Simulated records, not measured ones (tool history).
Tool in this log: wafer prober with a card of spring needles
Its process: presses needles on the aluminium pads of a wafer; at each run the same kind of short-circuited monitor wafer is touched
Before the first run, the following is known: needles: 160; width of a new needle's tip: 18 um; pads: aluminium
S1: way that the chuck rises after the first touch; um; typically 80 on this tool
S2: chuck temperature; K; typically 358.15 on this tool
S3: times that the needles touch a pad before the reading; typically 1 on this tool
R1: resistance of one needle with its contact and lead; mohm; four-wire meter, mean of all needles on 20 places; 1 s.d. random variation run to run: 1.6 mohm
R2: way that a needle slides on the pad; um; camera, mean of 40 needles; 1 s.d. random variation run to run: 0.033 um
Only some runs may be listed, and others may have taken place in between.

run 1 hour=0.0 | S1=80 S2=358.15 S3=1 | R1=163 R2=13.60
-- hour=12.3 tips cleaned on abrasive film
-- hour=32.7 tips cleaned on abrasive film
-- hour=53.1 tips cleaned on abrasive film
-- hour=69.4 tips cleaned on abrasive film
-- hour=85.7 tips cleaned on abrasive film
run 2 hour=100.5 | S1=64 S2=358.15 S3=1 | R1=168 R2=10.91
-- hour=104.7 tips cleaned on abrasive film
-- hour=121.0 tips cleaned on abrasive film
-- hour=141.4 tips cleaned on abrasive film
-- hour=161.8 tips cleaned on abrasive film
-- hour=182.2 tips cleaned on abrasive film
-- hour=198.5 tips cleaned on abrasive film
run 3 hour=199.6 | S1=64 S2=358.15 S3=1 | R1=168 R2=10.90
-- hour=216.0 tips cleaned on abrasive film
-- hour=232.3 tips cleaned on abrasive film
-- hour=248.6 tips cleaned on abrasive film
-- hour=269.0 tips cleaned on abrasive film
-- hour=273.4 height of the first contact set anew
run 4 hour=276.4 | S1=64 S2=358.15 S3=1 | R1=171 R2=10.95
-- hour=288.7 tips cleaned on abrasive film
-- hour=305.0 tips cleaned on abrasive film
-- hour=325.4 tips cleaned on abrasive film
-- hour=345.8 tips cleaned on abrasive film
run 5 hour=356.4 | S1=64 S2=358.15 S3=1 | R1=169 R2=10.99
-- hour=364.6 tips cleaned on abrasive film
-- hour=385.0 tips cleaned on abrasive film
-- hour=401.8 tips cleaned on abrasive film
run 6 hour=401.8 | S1=64 S2=358.15 S3=1 | R1=172 R2=10.96
-- hour=422.2 tips cleaned on abrasive film
-- hour=442.6 tips cleaned on abrasive film
-- hour=463.0 tips cleaned on abrasive film
-- hour=482.9 tips cleaned on abrasive film
run 7 hour=482.9 | S1=64 S2=358.15 S3=1 | R1=168 R2=10.98
-- hour=499.3 tips cleaned on abrasive film
-- hour=515.6 tips cleaned on abrasive film
-- hour=531.9 tips cleaned on abrasive film
run 8 hour=538.6 | S1=64 S2=358.15 S3=1 | R1=167 R2=11.01
-- hour=550.9 tips cleaned on abrasive film
-- hour=567.2 tips cleaned on abrasive film
-- hour=587.6 tips cleaned on abrasive film
-- hour=604.0 tips cleaned on abrasive film
run 9 hour=615.7 | S1=80 S2=358.15 S3=1 | R1=163 R2=13.70
-- hour=623.9 tips cleaned on abrasive film
-- hour=640.2 tips cleaned on abrasive film
-- hour=656.5 tips cleaned on abrasive film
-- hour=665.0 height of the first contact set anew
run 10 hour=669.5 | S1=80 S2=358.15 S3=1 | R1=166 R2=13.75
-- hour=673.6 tips cleaned on abrasive film
-- hour=690.0 tips cleaned on abrasive film
-- hour=710.4 tips cleaned on abrasive film
-- hour=726.7 tips cleaned on abrasive film
-- hour=747.1 tips cleaned on abrasive film
-- hour=767.5 tips cleaned on abrasive film
run 11 hour=770.2 | S1=87 S2=358.15 S3=1 | R1=160 R2=14.93
-- hour=786.6 tips cleaned on abrasive film
-- hour=802.9 tips cleaned on abrasive film
-- hour=819.2 tips cleaned on abrasive film
-- hour=835.6 tips cleaned on abrasive film
run 12 hour=844.2 | S1=87 S2=358.15 S3=1 | R1=160 R2=14.99

The next listed run, before its measurement:
-- hour=852.5 tips cleaned on abrasive film
-- hour=872.8 tips cleaned on abrasive film
-- hour=893.2 tips cleaned on abrasive film
-- hour=913.6 tips cleaned on abrasive film
-- hour=930.0 tips cleaned on abrasive film
run 13 hour=936.1 | S1=69 S2=299.15 S3=1 | R1=? R2=?

{"run 13": {"R1": 157, "R2": 11.86}}
With no hidden state in the tool, this same run would have given R1 156 mohm, R2 11.68 um.
